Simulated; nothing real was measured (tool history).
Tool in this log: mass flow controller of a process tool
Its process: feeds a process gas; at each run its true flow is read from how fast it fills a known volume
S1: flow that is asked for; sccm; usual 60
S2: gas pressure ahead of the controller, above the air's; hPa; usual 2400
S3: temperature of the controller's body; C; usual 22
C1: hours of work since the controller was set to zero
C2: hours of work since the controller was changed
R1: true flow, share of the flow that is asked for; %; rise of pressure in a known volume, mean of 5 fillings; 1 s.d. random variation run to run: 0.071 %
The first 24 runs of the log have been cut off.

run 25 day=386.567 | S1=10 S2=1600 S3=33 | C1=566 C2=566 | R1=95.94
run 26 day=399.525 | S1=97 S2=2470 S3=22 | C1=737 C2=737 | R1=99.91
run 27 day=409.388 | S1=50 S2=2470 S3=22 | C1=866 C2=866 | R1=98.64
run 28 day=431.392 | S1=43 S2=1630 S3=22 | C1=1155 C2=1155 | R1=98.02
run 29 day=454.742 | S1=43 S2=1630 S3=22 | C1=1462 C2=1462 | R1=97.51
run 30 day=476.375 | S1=14 S2=1570 S3=25 | C1=1746 C2=1746 | R1=94.66
run 31 day=488.212 | S1=14 S2=1570 S3=27 | C1=1902 C2=1902 | R1=94.38
run 32 day=511.338 | S1=33 S2=2790 S3=22 | C1=2206 C2=2206 | R1=96.82
run 33 day=523.621 | S1=13 S2=2400 S3=26 | C1=2367 C2=2367 | R1=93.46
run 34 day=534.571 | S1=13 S2=2400 S3=26 | C1=2511 C2=2511 | R1=93.13
run 35 day=553.638 | S1=19 S2=2020 S3=26 | C1=2762 C2=2762 | R1=94.03
run 36 day=577.246 | S1=54 S2=2150 S3=26 | C1=3072 C2=3072 | R1=95.94
run 37 day=588.075 | S1=79 S2=1570 S3=26 | C1=3214 C2=3214 | R1=96.63
run 38 day=600.604 | S1=60 S2=2400 S3=36 | C1=3379 C2=3379 | R1=94.95
run 39 day=615.638 | S1=60 S2=2400 S3=36 | C1=3576 C2=3576 | R1=94.91
run 40 day=628.708 | S1=60 S2=2400 S3=36 | C1=3748 C2=3748 | R1=94.76

Consider 4 possible next runs. They are alternatives, not a sequence: every one starts from the tool as it was left by run 40. What does each give?
run A day=641.662 | S1=24 S2=2480 S3=20 | C1=3918 C2=3918 | R1=?
run B day=641.662 | S1=37 S2=1730 S3=29 | C1=3918 C2=3918 | R1=?
run C day=641.662 | S1=20 S2=2260 S3=22 | C1=3918 C2=3918 | R1=?
run D day=641.662 | S1=22 S2=2470 S3=36 | C1=3918 C2=3918 | R1=?

run=A R1=93.71
run=B R1=93.86
run=C R1=92.68
run=D R1=91.64
Had the tool no hidden state, the same runs would have come out as:
run=A R1=99.51
run=B R1=98.49
run=C R1=99.15
run=D R1=97.74

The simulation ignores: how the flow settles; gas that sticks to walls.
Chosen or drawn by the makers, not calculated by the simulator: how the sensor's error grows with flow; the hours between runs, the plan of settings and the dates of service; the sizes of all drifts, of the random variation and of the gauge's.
